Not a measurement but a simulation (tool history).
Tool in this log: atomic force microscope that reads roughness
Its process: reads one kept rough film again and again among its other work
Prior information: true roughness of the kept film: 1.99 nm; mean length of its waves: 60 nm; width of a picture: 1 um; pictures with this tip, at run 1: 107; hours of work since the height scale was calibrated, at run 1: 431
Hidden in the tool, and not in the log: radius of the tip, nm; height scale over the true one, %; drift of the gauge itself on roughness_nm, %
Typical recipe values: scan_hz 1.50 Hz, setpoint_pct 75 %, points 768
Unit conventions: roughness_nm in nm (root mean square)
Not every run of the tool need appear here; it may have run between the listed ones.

run	hour	scan_hz	setpoint_pct	points	pictures with this tip	hours of work since the height scale was calibrated	roughness_nm
1	0.0	1.50	75	768	107	431	1.812
2	33.7	1.50	75	768	146	457	1.812
3	79.0	1.50	75	866	199	493	1.787
4	136.0	1.50	75	866	266	537	1.782
# hour 174.4: new tip fitted
5	184.0	1.50	75	866	11	574	1.826
6	215.2	1.61	75	768	48	599	1.817
7	285.9	1.61	75	768	131	654	1.798
8	335.7	1.61	75	768	189	693	1.801
9	371.9	1.61	75	768	232	721	1.782
10	407.6	1.61	75	768	274	749	1.776
# hour 441.9: new tip fitted
11	456.2	2.77	75	768	17	786	1.739
12	528.8	2.77	75	768	102	843	1.708
13	585.1	2.77	75	768	168	887	1.699
14	635.6	1.66	67	503	228	926	1.826
# hour 643.5: height scale calibrated on a step standard
15	695.9	1.50	72	422	297	41	1.770
# hour 707.7: new tip fitted
16	727.7	1.50	72	422	23	65	1.808
17	775.5	1.46	85	762	79	103	1.748
18	817.8	2.67	57	679	129	136	1.820
19	857.6	1.50	75	274	176	167	1.778
20	913.7	1.50	75	274	241	210	1.764
# hour 938.6: height scale calibrated on a step standard, once more
21	947.9	3.29	78	761	280	7	1.634
# hour 974.0: new tip fitted
22	1021.9	1.50	83	712	57	65	1.787
23	1067.0	1.50	75	980	110	100	1.815

Below are 4 alternative next runs, each starting from the tool's condition after run 23. Predict each:
A	1113.7	1.50	61	260	164	136	?
B	1113.7	1.16	75	304	164	136	?
C	1113.7	1.50	77	768	164	136	?
D	1113.7	1.50	64	768	164	136	?

run	roughness_nm
A	1.861
B	1.822
C	1.810
D	1.857
Without the tool's hidden state the same runs would have given:
run	roughness_nm
A	1.897
B	1.857
C	1.845
D	1.893
